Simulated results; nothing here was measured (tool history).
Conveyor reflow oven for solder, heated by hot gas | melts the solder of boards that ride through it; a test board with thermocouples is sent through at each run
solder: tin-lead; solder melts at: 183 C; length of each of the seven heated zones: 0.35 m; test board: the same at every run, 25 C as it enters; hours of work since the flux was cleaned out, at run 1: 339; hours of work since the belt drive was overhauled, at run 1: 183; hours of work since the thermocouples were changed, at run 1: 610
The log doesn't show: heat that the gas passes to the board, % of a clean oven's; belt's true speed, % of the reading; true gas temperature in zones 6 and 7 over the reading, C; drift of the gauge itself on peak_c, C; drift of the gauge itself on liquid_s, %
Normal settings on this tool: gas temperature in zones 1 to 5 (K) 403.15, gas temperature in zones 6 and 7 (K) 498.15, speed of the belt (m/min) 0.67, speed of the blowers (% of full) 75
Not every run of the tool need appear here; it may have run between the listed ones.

run,hour,gas temperature in zones 1 to 5 (K),gas temperature in zones 6 and 7 (K),speed of the belt (m/min),speed of the blowers (% of full),hours of work since the flux was cleaned out,hours of work since the belt drive was overhauled,hours of work since the thermocouples were changed,highest temperature of the board (K),time above the solder's melting point (s)
1,0,403.15,498.15,0.67,75,339,183,610,482.25,39.5
2,6.6,403.15,498.15,0.67,75,343,186,614,482.55,39.4
3,12,403.15,498.15,0.67,75,345,189,616,482.45,39.5
4,17.8,403.15,505.15,0.67,75,348,192,619,488.65,44.2
5,24.6,403.15,505.15,0.67,75,352,195,623,488.85,44.2
6,34.2,403.15,505.15,0.67,75,357,200,628,488.85,43.8
7,40.3,403.15,505.15,0.67,75,360,204,631,488.75,43.7
8,44.9,403.15,505.15,0.67,75,363,206,633,488.55,43.7
9,52.1,403.15,498.15,0.67,75,366,210,637,482.65,39.7
10,61.3,403.15,498.15,0.67,75,371,215,642,482.25,39.3
11,69,403.15,498.15,0.67,75,375,219,646,482.45,39.9
12,76.3,390.15,498.15,0.67,59,379,222,650,475.75,29.6
13,85.8,394.15,508.15,0.707,64,384,227,655,485.05,36
14,90.2,409.15,500.15,0.786,59,386,230,657,475.95,28
15,94.5,409.15,499.15,0.786,73,388,232,659,478.95,31.3
# hour 100.3: thermocouples of zones 6 and 7 changed
16,103.4,409.15,504.15,0.597,90,392,235,2,494.35,56.1
17,109,418.15,508.15,0.764,87,395,238,5,492.25,44
18,114.3,403.15,498.15,0.637,75,398,241,7,484.25,42.9

Hidden state at the last listed run before each entry between runs and at the first one after, where it differs:
In the gap between runs 15 and 16: thermocouples of zones 6 and 7 changed (hour 100.3)
  true gas temperature in zones 6 and 7 over the reading, C: -0.03 -> 0

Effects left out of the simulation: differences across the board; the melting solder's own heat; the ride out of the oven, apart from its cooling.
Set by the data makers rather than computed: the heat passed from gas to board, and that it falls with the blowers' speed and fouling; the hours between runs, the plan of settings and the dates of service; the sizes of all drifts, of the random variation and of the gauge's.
